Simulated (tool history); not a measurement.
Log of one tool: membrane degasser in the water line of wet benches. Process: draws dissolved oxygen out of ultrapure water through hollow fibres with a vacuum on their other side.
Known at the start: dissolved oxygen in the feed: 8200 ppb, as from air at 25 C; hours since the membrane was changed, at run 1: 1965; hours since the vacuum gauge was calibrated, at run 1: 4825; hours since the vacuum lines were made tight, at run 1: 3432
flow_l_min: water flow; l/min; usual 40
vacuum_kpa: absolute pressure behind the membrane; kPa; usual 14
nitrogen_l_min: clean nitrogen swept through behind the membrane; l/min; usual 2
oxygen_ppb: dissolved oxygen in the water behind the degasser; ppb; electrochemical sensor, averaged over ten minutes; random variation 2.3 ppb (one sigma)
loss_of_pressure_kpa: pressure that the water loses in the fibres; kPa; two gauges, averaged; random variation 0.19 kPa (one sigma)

| run | hour | flow_l_min | vacuum_kpa | nitrogen_l_min | hours since the membrane was changed | hours since the vacuum gauge was calibrated | hours since the vacuum lines were made tight | oxygen_ppb | loss_of_pressure_kpa |
|---|---|---|---|---|---|---|---|---|---|
| 1 | 0 | 40 | 14 | 2 | 1965 | 4825 | 3432 | 499.1 | 38.75 |
| 2 | 47.4 | 40 | 14 | 2 | 2012 | 4873 | 3480 | 497.2 | 38.52 |
| 3 | 90.1 | 40 | 14 | 2 | 2055 | 4915 | 3523 | 496.1 | 38.82 |
| 4 | 125.9 | 40 | 14 | 2 | 2091 | 4951 | 3558 | 500.7 | 38.58 |
| 5 | 167.9 | 40 | 14 | 2 | 2133 | 4993 | 3600 | 494.2 | 38.33 |
| 6 | 210.7 | 40 | 14 | 2 | 2176 | 5036 | 3643 | 495.6 | 38.89 |
| 7 | 253 | 40 | 14 | 2 | 2218 | 5078 | 3685 | 498.4 | 38.85 |
| 8 | 303.2 | 40 | 14 | 2 | 2268 | 5128 | 3736 | 499.6 | 38.54 |
|  | 313.9 | vacuum gauge calibrated |
| 9 | 343 | 40 | 14 | 2 | 2307 | 29 | 3775 | 499.6 | 38.68 |
| 10 | 399.8 | 40 | 14 | 2 | 2364 | 86 | 3832 | 496.1 | 38.65 |
| 11 | 423 | 40 | 14 | 2 | 2387 | 109 | 3855 | 498.4 | 38.92 |
| 12 | 472.6 | 40 | 14 | 2 | 2437 | 159 | 3905 | 499.1 | 38.35 |
| 13 | 509.5 | 24 | 14 | 2 | 2474 | 196 | 3941 | 294.9 | 23.28 |
| 14 | 548.8 | 40 | 14 | 3.34 | 2513 | 235 | 3981 | 333.4 | 38.79 |
| 15 | 574.1 | 40 | 14 | 1.54 | 2538 | 260 | 4006 | 606.5 | 38.53 |
| 16 | 601.1 | 40 | 14 | 1.54 | 2565 | 287 | 4033 | 607.6 | 38.88 |
| 17 | 628.4 | 40 | 14 | 1.54 | 2593 | 314 | 4060 | 612.4 | 38.66 |
| 18 | 674.4 | 40 | 31.2 | 1.54 | 2639 | 360 | 4106 | 1388.3 | 38.36 |
| 19 | 706.8 | 40 | 13.8 | 1.38 | 2671 | 393 | 4139 | 654.1 | 39.11 |
| 20 | 762 | 36 | 10.2 | 1.35 | 2726 | 448 | 4194 | 412 | 34.77 |
| 21 | 801.7 | 53 | 23.8 | 2 | 2766 | 488 | 4234 | 1154.3 | 51.39 |
| 22 | 846.3 | 53 | 20.2 | 2.13 | 2811 | 532 | 4278 | 944.7 | 50.96 |
| 23 | 888.6 | 53 | 20.2 | 2.13 | 2853 | 575 | 4321 | 939.8 | 51.3 |
| 24 | 937.7 | 62 | 10.5 | 3.03 | 2902 | 624 | 4370 | 523.8 | 59.96 |
| 25 | 991.4 | 40 | 29.1 | 2 | 2956 | 678 | 4423 | 1053.1 | 38.6 |
| 26 | 1019.4 | 29 | 25 | 2.31 | 2984 | 706 | 4451 | 604.8 | 28.06 |
| 27 | 1048.5 | 29 | 25 | 2.31 | 3013 | 735 | 4480 | 600.6 | 27.79 |
| 28 | 1096.1 | 40 | 14 | 1.95 | 3060 | 782 | 4528 | 511.5 | 38.39 |
| 29 | 1133 | 40 | 14 | 1.95 | 3097 | 819 | 4565 | 511.4 | 38.62 |
| 30 | 1176.9 | 35 | 28.1 | 3.13 | 3141 | 863 | 4609 | 626.5 | 33.78 |
| 31 | 1224.7 | 28 | 21.9 | 5.59 | 3189 | 911 | 4657 | 229.4 | 27.3 |
| 32 | 1252.3 | 41 | 23.6 | 2 | 3217 | 938 | 4684 | 884.9 | 39.82 |

Hidden state at the last listed run before each entry between runs and at the first one after, where it differs:
Between runs 8 and 9: vacuum gauge calibrated (hour 313.9)
  no hidden state differs between the two runs
